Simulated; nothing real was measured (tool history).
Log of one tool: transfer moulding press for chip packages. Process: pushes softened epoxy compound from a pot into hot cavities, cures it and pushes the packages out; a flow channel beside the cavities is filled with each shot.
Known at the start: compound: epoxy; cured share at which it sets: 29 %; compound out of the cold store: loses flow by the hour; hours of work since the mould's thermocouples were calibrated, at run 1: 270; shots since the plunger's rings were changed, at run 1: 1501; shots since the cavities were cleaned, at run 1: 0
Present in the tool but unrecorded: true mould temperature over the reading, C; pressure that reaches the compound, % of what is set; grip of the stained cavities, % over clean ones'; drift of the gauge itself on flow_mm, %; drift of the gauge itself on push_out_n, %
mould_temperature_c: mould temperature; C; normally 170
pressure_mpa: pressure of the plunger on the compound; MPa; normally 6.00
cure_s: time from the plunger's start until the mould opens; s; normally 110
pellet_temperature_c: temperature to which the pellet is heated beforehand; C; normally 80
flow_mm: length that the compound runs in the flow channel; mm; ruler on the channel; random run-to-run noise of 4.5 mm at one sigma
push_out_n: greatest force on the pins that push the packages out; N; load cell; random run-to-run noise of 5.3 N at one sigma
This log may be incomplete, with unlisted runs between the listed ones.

run,hour,mould_temperature_c,pressure_mpa,cure_s,pellet_temperature_c,hours of work since the mould's thermocouples were calibrated,shots since the plunger's rings were changed,shots since the cavities were cleaned,incoming compound's hours out of the cold store,flow_mm,push_out_n
1,0.0,170,6.00,110,80,270,1501,0,29.4,743,167
2,29.9,170,6.00,110,80,285,1752,251,36.4,699,265
3,51.8,170,6.00,145,80,297,1937,436,18.8,795,282
4,84.6,170,6.00,145,80,314,2213,712,17.7,792,323
# hour 91.5: cavities cleaned with cleaning compound and waxed
5,100.3,174,6.00,110,80,321,2333,74,8.9,834,191
6,131.1,174,6.00,110,80,338,2593,334,34.7,689,269
# hour 142.5: plunger's sealing rings changed
7,151.4,174,6.00,110,80,347,76,484,30.9,733,289
8,173.5,170,6.00,139,80,359,261,669,32.3,737,309
# hour 186.8: cavities cleaned with cleaning compound and waxed
9,191.9,170,6.00,110,73,367,404,43,43.8,676,191
10,206.9,170,6.00,110,73,375,530,169,39.9,691,233
11,238.4,170,6.00,110,89,392,795,434,17.7,801,292
12,254.0,170,6.00,109,80,400,927,566,42.7,678,319
13,273.7,170,6.00,109,80,410,1093,732,16.3,811,344
# hour 278.5: cavities cleaned with cleaning compound and waxed
14,290.0,170,6.00,109,80,418,1218,97,44.9,655,212
15,316.9,170,5.37,110,80,432,1445,324,38.1,654,284
16,339.7,174,6.00,101,80,444,1636,515,32.8,703,312
17,359.6,176,6.00,108,80,455,1804,683,47.5,624,304
# hour 371.3: cavities cleaned with cleaning compound and waxed
18,374.8,168,6.00,110,78,462,1919,29,47.7,641,187
19,405.4,177,5.78,110,78,478,2177,287,11.9,787,247
20,437.6,170,6.00,103,89,495,2448,558,39.4,668,332
# hour 465.3: plunger's sealing rings changed
# hour 466.8: cavities cleaned with cleaning compound and waxed
21,469.1,172,6.28,103,81,509,19,19,37.4,727,180
22,493.4,162,5.44,92,70,522,224,224,25.2,762,587
23,525.8,173,4.96,110,80,539,497,497,32.7,660,301
24,540.6,178,6.00,110,90,547,621,621,32.3,709,310
# hour 560.3: cavities cleaned with cleaning compound and waxed
25,575.0,172,5.12,95,88,564,898,123,39.0,634,224
26,607.6,175,6.00,111,84,581,1173,398,35.5,684,277
27,623.3,175,6.00,111,84,589,1305,530,15.8,801,295

Each row is a separate what-if for the run after 27, all from the same tool condition, not one after another. Results?
A,640.5,175,5.16,100,75,598,1450,675,35.8,?,?
B,640.5,175,6.00,111,79,598,1450,675,29.9,?,?
C,640.5,175,5.88,111,77,598,1450,675,46.1,?,?
D,640.5,170,6.00,143,80,598,1450,675,43.6,?,?

run,flow_mm,push_out_n
A,634,341
B,714,323
C,636,313
D,666,327
Take away the tool's hidden state, keep each run's random variation, and the runs would have read:
run,flow_mm,push_out_n
A,655,174
B,738,163
C,657,160
D,689,166
